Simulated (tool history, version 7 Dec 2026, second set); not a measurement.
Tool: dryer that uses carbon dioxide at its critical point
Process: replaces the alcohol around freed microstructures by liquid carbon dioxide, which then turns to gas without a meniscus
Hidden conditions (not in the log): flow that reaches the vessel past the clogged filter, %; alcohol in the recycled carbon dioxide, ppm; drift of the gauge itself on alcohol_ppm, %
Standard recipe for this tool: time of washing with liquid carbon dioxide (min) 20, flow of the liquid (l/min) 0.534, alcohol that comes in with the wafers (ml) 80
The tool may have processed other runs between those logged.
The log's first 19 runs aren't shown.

run	hour	time of washing with liquid carbon dioxide (min)	flow of the liquid (l/min)	alcohol that comes in with the wafers (ml)	hours of work since the filter was changed	hours of work since the purifier's bed was changed	alcohol left in the vessel before it's heated (ppm by volume)
20	426.8	20	0.534	112	165	426	1158
21	447.3	20	0.812	84	173	435	212
22	467.8	12	0.809	71	182	443	1045
23	495.4	25	0.534	26	194	455	235
24	520.8	27	0.534	65	205	466	314
25	545.1	13	0.345	87	215	476	9271
26	565.8	13	0.345	112	224	485	12039
27	583.3	31	0.534	42	232	493	205
28	609.2	31	0.534	113	243	504	307
29	625.4	31	0.534	113	250	511	337
30	646.1	31	0.534	113	259	520	332
# hour 652.8: inlet filter changed
31	666.6	31	0.534	113	6	528	226
32	692.8	31	0.534	113	17	539	225
33	717.4	31	0.534	113	28	550	233
34	738.3	28	0.446	26	37	559	257
35	763.2	13	0.800	93	47	570	841
36	778.6	29	0.800	63	54	576	164
37	803.4	13	0.371	45	65	587	3756
38	836.1	25	0.534	80	79	601	399
39	866.6	32	0.604	25	92	614	179

What if the next run were any one of these 3? Each begins from the tool's condition after run 39:
A	879.9	19	0.811	58	97	620	?
B	879.9	18	0.875	27	97	620	?
C	879.9	18	0.336	101	97	620	?

run	alcohol left in the vessel before it's heated (ppm by volume)
A	252
B	197
C	5518
Stripped of hidden state, with their random variation kept, the same runs would have yielded:
run	alcohol left in the vessel before it's heated (ppm by volume)
A	50
B	8
C	4536
